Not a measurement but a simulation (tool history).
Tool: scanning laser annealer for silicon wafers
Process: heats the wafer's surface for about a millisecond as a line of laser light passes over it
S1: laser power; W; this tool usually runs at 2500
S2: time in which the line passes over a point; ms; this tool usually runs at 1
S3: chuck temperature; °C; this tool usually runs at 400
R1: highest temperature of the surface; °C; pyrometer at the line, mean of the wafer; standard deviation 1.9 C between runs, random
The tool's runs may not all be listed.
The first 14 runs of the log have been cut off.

| run | hour | S1 | S2 | S3 | R1 |
|---|---|---|---|---|---|
| 15 | 256 | 2500 | 1 | 400 | 1093 |
| 16 | 277.1 | 2500 | 1.21 | 400 | 1163 |
| 17 | 293.3 | 2500 | 1.21 | 400 | 1163 |
| 18 | 309.4 | 2500 | 0.75 | 400 | 986 |
| 19 | 324.4 | 2500 | 0.75 | 400 | 990 |
| 20 | 334.9 | 2500 | 0.75 | 400 | 992 |
| 21 | 354.9 | 2626 | 1 | 400 | 1129 |
| 22 | 366 | 2626 | 1 | 388 | 1111 |
| 23 | 381.1 | 2340 | 0.98 | 427 | 1056 |
| 24 | 391 | 2500 | 1 | 415 | 1102 |
| 25 | 406.9 | 2389 | 1.09 | 400 | 1086 |
| 26 | 426.9 | 2153 | 1.12 | 394 | 1013 |
| 27 | 442 | 2417 | 0.95 | 400 | 1039 |
| 28 | 451.7 | 2147 | 1.05 | 428 | 1025 |
| 29 | 469.5 | 2268 | 0.93 | 382 | 975 |
| 30 | 481.3 | 2268 | 0.93 | 382 | 975 |
| 31 | 502.5 | 2267 | 1.17 | 368 | 1035 |
|  | 515.2 | window over the wafer cleaned |
| 32 | 517.6 | 2267 | 1.17 | 368 | 1054 |
| 33 | 536.2 | 2267 | 1.17 | 368 | 1055 |

Run 34 has not been measured yet. What should we expect?
| 34 | 551.4 | 2459 | 0.92 | 400 | ? |

Run 34 gave R1 1058 °C.
The same run, on a tool lacking any hidden state, would have yielded R1 1062 °C.
